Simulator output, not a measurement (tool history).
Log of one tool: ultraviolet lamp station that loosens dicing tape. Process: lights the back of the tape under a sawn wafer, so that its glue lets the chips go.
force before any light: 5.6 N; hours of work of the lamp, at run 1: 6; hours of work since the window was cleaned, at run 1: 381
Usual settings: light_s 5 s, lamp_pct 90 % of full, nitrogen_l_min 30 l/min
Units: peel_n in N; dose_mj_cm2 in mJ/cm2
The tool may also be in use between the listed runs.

run	hour	light_s	lamp_pct	nitrogen_l_min	hours of work of the lamp	hours of work since the window was cleaned	peel_n	dose_mj_cm2
1	0.0	5	90	30	6	381	0.299	302
2	7.2	5	90	30	9	385	0.284	303
3	15.3	5	90	30	13	389	0.300	300
4	25.3	5	90	30	18	394	0.305	297
5	39.8	5	90	30	25	400	0.306	304
6	50.4	5	90	30	30	405	0.298	301
7	58.1	5	90	30	33	409	0.304	302
8	71.1	5	90	30	39	415	0.297	309
9	78.7	5	90	30	43	419	0.280	304
10	86.3	5	90	30	47	422	0.298	304
11	93.3	5	90	30	50	426	0.297	304
12	108.2	5	90	30	57	433	0.287	304
13	124.3	5	90	30	65	441	0.286	304
14	135.1	5	90	30	70	446	0.299	306
15	148.3	5	67	30	76	452	0.590	227
16	158.4	5	66	30	81	457	0.595	223
17	169.0	5	66	30	86	462	0.582	223
18	178.4	5	90	30	90	466	0.291	300
19	194.6	5	90	30	98	474	0.294	303
20	207.8	5	83	30	104	480	0.355	276
21	220.5	5	83	30	110	486	0.352	280
22	229.1	5	83	39	115	490	0.280	281
23	243.2	2	83	50	121	497	1.336	112
24	252.2	8	90	24	125	501	0.135	483
25	260.2	8	90	24	129	505	0.135	486
# hour 273.0: window cleaned of glue's vapour
26	274.8	4	100	11	136	1	0.922	270
27	282.4	9	76	30	140	4	0.117	460
28	289.8	2	80	16	143	8	2.313	107
29	303.4	2	66	16	150	14	2.709	87
30	316.4	4	78	15	156	21	1.111	214
31	325.8	5	68	16	160	25	0.919	227
32	340.6	5	68	16	167	32	0.955	231
33	352.6	5	83	30	173	38	0.374	279
34	362.4	5	83	30	178	42	0.349	286
35	371.0	5	83	30	182	47	0.340	275
36	386.3	9	72	30	189	54	0.131	442
37	396.5	9	72	30	194	59	0.138	439
38	409.0	5	90	44	200	65	0.200	304
39	420.2	5	90	44	205	70	0.209	303
40	436.0	5	90	44	212	77	0.210	304
41	450.8	5	90	44	220	84	0.218	309
42	463.8	5	90	44	226	91	0.210	304
43	471.6	4	90	44	229	94	0.360	248

3 ways to go on from here, each from the tool as it stands after run 43. What would each give?
A	479.2	3	90	25	233	98	?	?
B	479.2	5	86	30	233	98	?	?
C	479.2	7	90	20	233	98	?	?

run	peel_n	dose_mj_cm2
A	1.002	180
B	0.321	289
C	0.216	426
Without the tool's hidden state the same runs would have given:
run	peel_n	dose_mj_cm2
A	1.001	181
B	0.320	289
C	0.216	426
